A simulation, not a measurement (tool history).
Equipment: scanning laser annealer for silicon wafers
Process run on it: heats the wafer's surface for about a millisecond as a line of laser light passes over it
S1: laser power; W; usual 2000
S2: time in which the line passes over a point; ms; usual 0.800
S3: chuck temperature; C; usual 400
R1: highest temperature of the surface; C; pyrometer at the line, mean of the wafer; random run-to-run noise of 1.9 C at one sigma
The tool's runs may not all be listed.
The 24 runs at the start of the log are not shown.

run 25 hour=1338.9 | S1=1886 S2=0.892 S3=400 | R1=1077
-- hour=1380.0 window over the wafer cleaned
run 26 hour=1407.8 | S1=2175 S2=0.800 S3=400 | R1=1192
run 27 hour=1467.5 | S1=2053 S2=0.724 S3=387 | R1=1089
run 28 hour=1515.6 | S1=2000 S2=0.694 S3=400 | R1=1068
run 29 hour=1575.4 | S1=2000 S2=0.694 S3=400 | R1=1068
run 30 hour=1613.9 | S1=2000 S2=0.729 S3=437 | R1=1113
run 31 hour=1666.0 | S1=2000 S2=0.729 S3=437 | R1=1111
run 32 hour=1728.9 | S1=2000 S2=0.729 S3=437 | R1=1113
run 33 hour=1773.8 | S1=2016 S2=0.859 S3=385 | R1=1120
run 34 hour=1842.7 | S1=1782 S2=0.615 S3=394 | R1=939
run 35 hour=1910.5 | S1=2000 S2=0.982 S3=417 | R1=1178
run 36 hour=1962.8 | S1=1759 S2=0.982 S3=407 | R1=1062
run 37 hour=2036.1 | S1=1759 S2=0.982 S3=407 | R1=1063
run 38 hour=2074.9 | S1=2187 S2=0.800 S3=374 | R1=1137
run 39 hour=2147.9 | S1=2021 S2=0.624 S3=407 | R1=1026
-- hour=2171.6 window over the wafer cleaned
run 40 hour=2220.6 | S1=2064 S2=0.800 S3=396 | R1=1127
run 41 hour=2282.9 | S1=1830 S2=0.699 S3=427 | R1=1028

4 options for the next run, each taken on its own from the tool as it stands now. Forecast them:
run A hour=2357.3 | S1=1972 S2=0.699 S3=427 | R1=?
run B hour=2357.3 | S1=1713 S2=0.692 S3=427 | R1=?
run C hour=2357.3 | S1=2037 S2=0.619 S3=360 | R1=?
run D hour=2357.3 | S1=2169 S2=0.699 S3=409 | R1=?

run=A R1=1078
run=B R1=982
run=C R1=1002
run=D R1=1134
Had the tool no hidden state, the same runs would have come out as:
run=A R1=1080
run=B R1=983
run=C R1=1003
run=D R1=1136
